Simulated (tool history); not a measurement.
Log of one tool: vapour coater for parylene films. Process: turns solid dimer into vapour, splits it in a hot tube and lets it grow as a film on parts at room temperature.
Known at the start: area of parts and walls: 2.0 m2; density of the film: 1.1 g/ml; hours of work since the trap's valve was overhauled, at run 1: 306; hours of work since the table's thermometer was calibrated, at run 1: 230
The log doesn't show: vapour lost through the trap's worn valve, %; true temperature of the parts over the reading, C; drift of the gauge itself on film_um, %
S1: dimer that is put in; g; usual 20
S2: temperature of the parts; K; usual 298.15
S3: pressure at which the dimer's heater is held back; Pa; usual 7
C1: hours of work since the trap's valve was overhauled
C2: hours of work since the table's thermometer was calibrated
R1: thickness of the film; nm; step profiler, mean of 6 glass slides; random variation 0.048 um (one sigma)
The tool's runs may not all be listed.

{"run": 1, "hour": 0.0, "S1": 20, "S2": 298.15, "S3": 7, "C1": 306, "C2": 230, "R1": 4980}
{"run": 2, "hour": 34.5, "S1": 20, "S2": 298.15, "S3": 7, "C1": 331, "C2": 254, "R1": 4980}
{"run": 3, "hour": 82.0, "S1": 20, "S2": 298.15, "S3": 7, "C1": 365, "C2": 288, "R1": 5110}
{"hour": 127.7, "done": "trap's valve overhauled"}
{"run": 4, "hour": 142.3, "S1": 20, "S2": 298.15, "S3": 7, "C1": 10, "C2": 328, "R1": 5280}
{"run": 5, "hour": 194.0, "S1": 20, "S2": 298.15, "S3": 7, "C1": 47, "C2": 365, "R1": 5400}
{"run": 6, "hour": 223.4, "S1": 20, "S2": 298.15, "S3": 7, "C1": 68, "C2": 386, "R1": 5290}
{"run": 7, "hour": 264.2, "S1": 20, "S2": 298.15, "S3": 7, "C1": 97, "C2": 415, "R1": 5250}
{"run": 8, "hour": 323.1, "S1": 12, "S2": 299.15, "S3": 7, "C1": 139, "C2": 457, "R1": 3040}
{"run": 9, "hour": 371.2, "S1": 24, "S2": 291.15, "S3": 2.5, "C1": 174, "C2": 492, "R1": 9340}
{"run": 10, "hour": 414.0, "S1": 24, "S2": 294.15, "S3": 3.37, "C1": 204, "C2": 522, "R1": 8200}
{"run": 11, "hour": 451.3, "S1": 24, "S2": 294.15, "S3": 3.37, "C1": 231, "C2": 549, "R1": 7990}
{"run": 12, "hour": 490.2, "S1": 10, "S2": 298.15, "S3": 4.56, "C1": 259, "C2": 577, "R1": 2710}
{"run": 13, "hour": 555.7, "S1": 22, "S2": 293.15, "S3": 5.54, "C1": 306, "C2": 623, "R1": 6860}

4 ways to go on from here, each from the tool as it stands after run 13. What would each give?
{"run": "A", "hour": 612.1, "S1": 20, "S2": 297.15, "S3": 7, "C1": 346, "C2": 664, "R1": "?"}
{"run": "B", "hour": 612.1, "S1": 12, "S2": 298.15, "S3": 5.84, "C1": 346, "C2": 664, "R1": "?"}
{"run": "C", "hour": 612.1, "S1": 21, "S2": 293.15, "S3": 3.11, "C1": 346, "C2": 664, "R1": "?"}
{"run": "D", "hour": 612.1, "S1": 9, "S2": 304.15, "S3": 2.29, "C1": 346, "C2": 664, "R1": "?"}

run=A R1=5110
run=B R1=3110
run=C R1=7010
run=D R1=2180
Without the tool's hidden state the same runs would have given:
run=A R1=5670
run=B R1=3450
run=C R1=7760
run=D R1=2410
